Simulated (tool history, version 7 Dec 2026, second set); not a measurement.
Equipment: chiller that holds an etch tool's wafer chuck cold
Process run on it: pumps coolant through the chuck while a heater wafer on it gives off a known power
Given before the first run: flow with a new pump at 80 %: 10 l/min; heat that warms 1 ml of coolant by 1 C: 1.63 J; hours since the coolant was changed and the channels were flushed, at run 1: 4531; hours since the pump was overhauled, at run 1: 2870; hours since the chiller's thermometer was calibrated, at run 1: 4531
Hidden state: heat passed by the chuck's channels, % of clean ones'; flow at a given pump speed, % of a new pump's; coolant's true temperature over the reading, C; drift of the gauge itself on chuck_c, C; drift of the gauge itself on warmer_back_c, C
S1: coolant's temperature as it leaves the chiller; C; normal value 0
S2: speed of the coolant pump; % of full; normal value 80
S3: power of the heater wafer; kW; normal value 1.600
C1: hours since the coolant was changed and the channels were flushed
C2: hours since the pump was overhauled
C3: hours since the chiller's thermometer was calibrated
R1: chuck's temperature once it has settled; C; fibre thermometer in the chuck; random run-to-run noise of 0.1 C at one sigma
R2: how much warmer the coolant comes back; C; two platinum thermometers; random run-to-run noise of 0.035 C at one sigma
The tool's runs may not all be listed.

run,hour,S1,S2,S3,C1,C2,C3,R1,R2
1,0.0,0,80,1.600,4531,2870,4531,16.2,6.29
2,69.8,0,80,1.600,4601,2940,4601,16.2,6.32
3,106.1,0,80,1.600,4637,2976,4637,16.3,6.25
4,161.4,7,80,1.600,4692,3031,4692,23.3,6.28
5,223.4,7,80,1.600,4754,3093,4754,23.2,6.27
6,294.7,7,80,1.600,4826,3165,4826,23.3,6.27
7,348.7,0,80,1.600,4880,3219,4880,16.4,6.29
8,401.1,-6,80,1.600,4932,3271,4932,10.3,6.38
9,435.3,-6,80,1.600,4966,3305,4966,10.4,6.37
# hour 457.1: chiller's thermometer calibrated
10,486.6,0,80,1.053,5016,3356,29,10.3,4.16
# hour 531.9: coolant changed, channels flushed
11,542.2,0,80,1.053,10,3405,79,9.3,4.16
12,608.1,0,80,1.053,76,3471,145,9.4,4.12
13,665.5,0,80,1.600,134,3528,202,14.1,6.38
14,716.8,0,80,1.600,185,3580,254,14.3,6.34
# hour 728.2: coolant pump overhauled
15,763.9,0,80,1.600,227,36,296,14.8,6.54
16,809.7,0,80,1.600,273,81,342,14.6,6.59
17,879.7,0,80,1.600,343,152,412,14.7,6.53
# hour 921.9: coolant pump overhauled, once more
18,943.3,-4,66,2.171,401,21,470,16.9,9.60
19,995.2,-4,66,2.171,453,73,522,16.7,9.60
20,1051.4,6,66,0.845,510,130,578,14.2,3.75
21,1090.0,6,66,0.845,548,168,617,14.2,3.78
22,1122.2,6,66,0.845,580,200,649,14.2,3.80
23,1163.3,6,66,0.845,621,241,690,14.2,3.78
24,1233.4,-2,87,1.600,692,311,760,11.0,5.43
25,1278.8,7,65,0.841,737,357,806,15.4,3.81
26,1327.8,-4,68,1.600,786,406,855,11.3,6.97
27,1372.1,-3,80,1.395,830,450,899,9.2,5.21
28,1434.1,-8,69,1.134,892,512,961,3.0,4.82
29,1483.7,-8,69,1.134,942,562,1011,3.0,4.88
30,1527.1,-7,71,1.856,985,605,1054,10.5,7.79
31,1574.4,9,80,0.943,1033,652,1101,17.2,3.48
32,1626.3,9,80,0.943,1084,704,1153,17.2,3.53
33,1686.5,-3,68,1.793,1145,765,1213,14.6,7.82

Here are 3 independent what-if runs from the current tool condition. What would each one return?
A,1719.6,10,77,0.867,1178,798,1247,?,?
B,1719.6,-3,68,1.793,1178,798,1247,?,?
C,1719.6,-9,69,1.688,1178,798,1247,?,?

run,R1,R2
A,18.1,3.39
B,14.5,7.78
C,7.3,7.35
Stripped of hidden state, with their random variation kept, the same runs would have yielded:
run,R1,R2
A,17.6,3.34
B,13.7,7.66
C,6.5,7.23
